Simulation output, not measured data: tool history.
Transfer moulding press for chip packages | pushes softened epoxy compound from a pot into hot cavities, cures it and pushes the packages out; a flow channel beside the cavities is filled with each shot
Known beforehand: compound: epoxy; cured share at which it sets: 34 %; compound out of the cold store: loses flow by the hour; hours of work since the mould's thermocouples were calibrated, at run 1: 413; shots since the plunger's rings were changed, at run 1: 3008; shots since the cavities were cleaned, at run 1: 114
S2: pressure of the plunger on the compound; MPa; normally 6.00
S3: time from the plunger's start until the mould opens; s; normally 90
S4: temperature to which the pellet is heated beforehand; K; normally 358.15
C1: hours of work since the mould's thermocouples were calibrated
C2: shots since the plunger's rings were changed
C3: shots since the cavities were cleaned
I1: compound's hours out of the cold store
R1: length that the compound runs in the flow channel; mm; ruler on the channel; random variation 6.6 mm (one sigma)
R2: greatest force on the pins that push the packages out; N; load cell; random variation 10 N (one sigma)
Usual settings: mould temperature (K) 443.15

run 1 hour=0.0 | mould_temperature_(K)=443.15 S2=6.00 S3=90 S4=358.15 | C1=413 C2=3008 C3=114 | I1=9.8 | R1=876 R2=469
run 2 hour=18.3 | mould_temperature_(K)=443.15 S2=6.00 S3=90 S4=358.15 | C1=422 C2=3176 C3=282 | I1=44.7 | R1=691 R2=459
-- hour=36.7 cavities cleaned with cleaning compound and waxed
run 3 hour=46.1 | mould_temperature_(K)=443.15 S2=6.00 S3=90 S4=358.15 | C1=436 C2=3418 C3=86 | I1=16.9 | R1=837 R2=486
run 4 hour=68.2 | mould_temperature_(K)=443.15 S2=6.00 S3=90 S4=358.15 | C1=447 C2=3621 C3=289 | I1=47.7 | R1=688 R2=475
-- hour=85.3 cavities cleaned with cleaning compound and waxed
run 5 hour=94.1 | mould_temperature_(K)=443.15 S2=6.00 S3=90 S4=358.15 | C1=459 C2=3845 C3=80 | I1=45.6 | R1=694 R2=464
run 6 hour=120.1 | mould_temperature_(K)=443.15 S2=6.00 S3=90 S4=358.15 | C1=472 C2=4085 C3=320 | I1=26.3 | R1=786 R2=477
-- hour=134.5 cavities cleaned with cleaning compound and waxed
run 7 hour=136.4 | mould_temperature_(K)=443.15 S2=6.00 S3=90 S4=367.15 | C1=480 C2=4221 C3=18 | I1=44.6 | R1=694 R2=419
run 8 hour=168.0 | mould_temperature_(K)=445.15 S2=6.00 S3=90 S4=367.15 | C1=496 C2=4512 C3=309 | I1=11.8 | R1=841 R2=453
-- hour=179.5 plunger's sealing rings changed
-- hour=186.5 cavities cleaned with cleaning compound and waxed
run 9 hour=188.8 | mould_temperature_(K)=446.15 S2=7.42 S3=116 S4=354.15 | C1=504 C2=73 C3=22 | I1=32.2 | R1=837 R2=422
-- hour=213.3 mould's thermocouples calibrated
run 10 hour=214.1 | mould_temperature_(K)=443.15 S2=4.50 S3=90 S4=361.15 | C1=0 C2=287 C3=236 | I1=44.5 | R1=611 R2=466
run 11 hour=228.4 | mould_temperature_(K)=443.15 S2=6.00 S3=86 S4=359.15 | C1=8 C2=418 C3=367 | I1=16.7 | R1=843 R2=506
-- hour=238.0 cavities cleaned with cleaning compound and waxed
run 12 hour=263.3 | mould_temperature_(K)=443.15 S2=6.00 S3=86 S4=359.15 | C1=25 C2=725 C3=232 | I1=26.9 | R1=790 R2=498

Each row is a separate what-if for the run after 12, all from the same tool condition, not one after another. Results?
-- hour=287.2 cavities cleaned with cleaning compound and waxed
run A hour=288.8 | mould_temperature_(K)=441.15 S2=6.00 S3=90 S4=358.15 | C1=37 C2=947 C3=16 | I1=15.5 | R1=? R2=?
-- hour=287.2 cavities cleaned with cleaning compound and waxed
run B hour=288.8 | mould_temperature_(K)=440.15 S2=6.95 S3=75 S4=359.15 | C1=37 C2=947 C3=16 | I1=23.2 | R1=? R2=?
-- hour=287.2 cavities cleaned with cleaning compound and waxed
run C hour=288.8 | mould_temperature_(K)=443.15 S2=6.00 S3=86 S4=356.15 | C1=37 C2=947 C3=16 | I1=36.3 | R1=? R2=?

run=A R1=836 R2=524
run=B R1=880 R2=774
run=C R1=730 R2=497
Without the tool's hidden state the same runs would have given:
run=A R1=836 R2=524
run=B R1=880 R2=773
run=C R1=730 R2=497

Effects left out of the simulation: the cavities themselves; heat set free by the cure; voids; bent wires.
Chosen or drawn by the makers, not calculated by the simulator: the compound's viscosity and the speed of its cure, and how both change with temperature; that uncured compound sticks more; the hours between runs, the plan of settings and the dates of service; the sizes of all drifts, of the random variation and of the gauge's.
